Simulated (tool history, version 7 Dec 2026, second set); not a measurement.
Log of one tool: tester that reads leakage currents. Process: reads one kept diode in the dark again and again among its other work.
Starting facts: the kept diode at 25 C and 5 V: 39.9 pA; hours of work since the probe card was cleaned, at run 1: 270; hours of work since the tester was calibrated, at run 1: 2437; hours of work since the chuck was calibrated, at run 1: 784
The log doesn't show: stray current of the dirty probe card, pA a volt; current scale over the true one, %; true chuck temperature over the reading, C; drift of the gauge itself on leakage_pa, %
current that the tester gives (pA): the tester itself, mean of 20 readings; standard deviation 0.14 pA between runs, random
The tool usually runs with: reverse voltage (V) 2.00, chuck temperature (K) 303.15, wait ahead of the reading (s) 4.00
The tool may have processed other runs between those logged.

| run | hour | reverse voltage (V) | chuck temperature (K) | wait ahead of the reading (s) | hours of work since the probe card was cleaned | hours of work since the tester was calibrated | hours of work since the chuck was calibrated | current that the tester gives (pA) |
|---|---|---|---|---|---|---|---|---|
| 1 | 0.0 | 2.00 | 303.15 | 4.00 | 270 | 2437 | 784 | 44.07 |
|  | 71.9 | chuck's temperature calibrated |
| 2 | 112.4 | 2.00 | 303.15 | 1.45 | 321 | 2487 | 18 | 44.59 |
| 3 | 269.7 | 2.00 | 303.15 | 1.45 | 392 | 2559 | 90 | 44.36 |
| 4 | 424.7 | 2.00 | 303.15 | 1.45 | 463 | 2629 | 160 | 44.33 |
| 5 | 574.8 | 2.00 | 303.15 | 1.45 | 531 | 2698 | 229 | 44.61 |
| 6 | 694.2 | 2.00 | 303.15 | 4.00 | 585 | 2752 | 283 | 44.32 |
| 7 | 821.1 | 2.00 | 303.15 | 4.00 | 643 | 2810 | 341 | 44.34 |
| 8 | 986.0 | 2.00 | 303.15 | 4.00 | 718 | 2885 | 416 | 44.35 |
| 9 | 1139.3 | 2.00 | 303.15 | 6.36 | 787 | 2954 | 485 | 44.34 |
| 10 | 1244.8 | 2.00 | 303.15 | 6.36 | 835 | 3002 | 533 | 44.37 |
| 11 | 1373.0 | 2.00 | 303.15 | 6.36 | 894 | 3061 | 591 | 43.99 |
| 12 | 1495.4 | 2.00 | 303.15 | 6.36 | 949 | 3116 | 647 | 43.96 |
| 13 | 1610.4 | 2.00 | 303.15 | 6.36 | 1002 | 3168 | 699 | 44.01 |
| 14 | 1697.4 | 2.00 | 303.15 | 6.36 | 1041 | 3208 | 739 | 43.87 |
| 15 | 1784.7 | 2.00 | 303.15 | 6.36 | 1081 | 3248 | 779 | 44.33 |
|  | 1870.2 | chuck's temperature calibrated |
| 16 | 1892.0 | 2.00 | 303.15 | 4.00 | 1129 | 3296 | 10 | 44.22 |
| 17 | 2051.3 | 2.00 | 303.15 | 4.00 | 1201 | 3368 | 82 | 44.10 |
| 18 | 2220.3 | 2.00 | 303.15 | 4.00 | 1278 | 3445 | 159 | 44.43 |
| 19 | 2387.2 | 2.00 | 303.15 | 4.00 | 1354 | 3521 | 235 | 44.17 |
| 20 | 2526.3 | 2.00 | 303.15 | 4.00 | 1417 | 3584 | 298 | 44.15 |
| 21 | 2674.9 | 2.00 | 303.15 | 4.00 | 1485 | 3651 | 366 | 44.09 |
| 22 | 2766.7 | 2.22 | 312.15 | 1.85 | 1526 | 3693 | 408 | 101.24 |
| 23 | 2931.8 | 2.22 | 316.15 | 1.85 | 1601 | 3768 | 483 | 141.77 |
| 24 | 3036.9 | 2.22 | 316.15 | 1.85 | 1649 | 3816 | 530 | 141.09 |
| 25 | 3178.6 | 5.28 | 303.15 | 1.06 | 1714 | 3880 | 595 | 65.54 |
| 26 | 3268.3 | 5.28 | 303.15 | 1.06 | 1754 | 3921 | 636 | 65.19 |
|  | 3305.9 | probe card cleaned and baked |
| 27 | 3436.4 | 4.44 | 303.15 | 0.32 | 59 | 3996 | 711 | 63.09 |
| 28 | 3561.2 | 1.07 | 300.15 | 0.32 | 116 | 4053 | 767 | 26.90 |
| 29 | 3661.4 | 1.59 | 303.15 | 4.00 | 162 | 4099 | 813 | 40.25 |
|  | 3675.8 | chuck's temperature calibrated |
| 30 | 3756.6 | 4.49 | 294.15 | 0.36 | 204 | 4141 | 37 | 28.46 |
| 31 | 3887.0 | 10.49 | 296.15 | 0.42 | 263 | 4200 | 96 | 48.91 |
| 32 | 4015.1 | 10.49 | 296.15 | 0.42 | 321 | 4258 | 154 | 49.08 |
| 33 | 4118.4 | 10.49 | 296.15 | 0.42 | 368 | 4305 | 201 | 48.85 |
| 34 | 4294.7 | 10.49 | 296.15 | 0.42 | 449 | 4386 | 281 | 49.21 |
| 35 | 4464.7 | 2.08 | 314.15 | 0.45 | 526 | 4463 | 359 | 117.71 |
| 36 | 4545.8 | 3.26 | 296.15 | 1.75 | 563 | 4500 | 395 | 28.30 |
| 37 | 4636.3 | 1.61 | 310.15 | 4.00 | 604 | 4541 | 437 | 75.68 |
| 38 | 4782.6 | 7.15 | 318.15 | 4.00 | 670 | 4607 | 503 | 264.37 |
| 39 | 4892.6 | 4.88 | 318.15 | 4.00 | 720 | 4657 | 553 | 227.13 |

Alternative continuations, all from the tool just after run 39; predict every row:
| A | 4981.8 | 3.21 | 319.15 | 1.14 | 761 | 4698 | 594 | ? |
| B | 4981.8 | 17.48 | 299.15 | 0.78 | 761 | 4698 | 594 | ? |
| C | 4981.8 | 2.00 | 303.15 | 4.95 | 761 | 4698 | 594 | ? |

| run | current that the tester gives (pA) |
|---|---|
| A | 209.31 |
| B | 76.08 |
| C | 44.12 |
Had the tool no hidden state, the same runs would have come out as:
| run | current that the tester gives (pA) |
|---|---|
| A | 209.62 |
| B | 76.12 |
| C | 44.18 |
